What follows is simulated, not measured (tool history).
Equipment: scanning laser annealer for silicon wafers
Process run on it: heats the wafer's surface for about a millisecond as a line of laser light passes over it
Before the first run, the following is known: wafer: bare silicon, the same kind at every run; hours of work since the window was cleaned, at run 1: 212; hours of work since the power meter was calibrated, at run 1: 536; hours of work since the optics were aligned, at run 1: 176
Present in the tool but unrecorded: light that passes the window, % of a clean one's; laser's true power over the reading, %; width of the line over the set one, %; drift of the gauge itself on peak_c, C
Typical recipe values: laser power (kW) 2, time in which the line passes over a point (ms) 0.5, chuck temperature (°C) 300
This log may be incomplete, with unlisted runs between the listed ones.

run,day,laser power (kW),time in which the line passes over a point (ms),chuck temperature (°C),hours of work since the window was cleaned,hours of work since the power meter was calibrated,hours of work since the optics were aligned,highest temperature of the surface (°C)
1,0,2,0.5,300,212,536,176,1079
2,0.925,2,0.5,281,230,554,194,1059
3,1.838,2,0.5,307,247,571,212,1087
4,2.342,2,0.5,307,257,581,221,1085
5,2.804,2,0.5,307,266,590,230,1082
6,3.654,2,0.5,307,282,606,246,1082
7,4.188,2.018,0.5,300,292,616,257,1083
8,4.688,2,0.5,300,302,626,266,1075
9,5.308,2,0.5,321,314,638,278,1097
10,6.075,2,0.5,315,329,652,293,1087
11,6.95,1.942,0.5,300,345,669,309,1049
12,7.896,1.942,0.5,300,364,687,328,1050
13,8.367,1.942,0.5,300,373,696,337,1047
14,8.996,2.142,0.404,289,385,708,349,1029

Run 15 is up next; what results do you expect?
15,9.925,2.142,0.404,289,402,726,366,?

{"run 15": {"highest temperature of the surface (°C)": 1031}}
Take away the tool's hidden state, keep the run-to-run variation as it was, and the same run would have given highest temperature of the surface (°C) 1058.
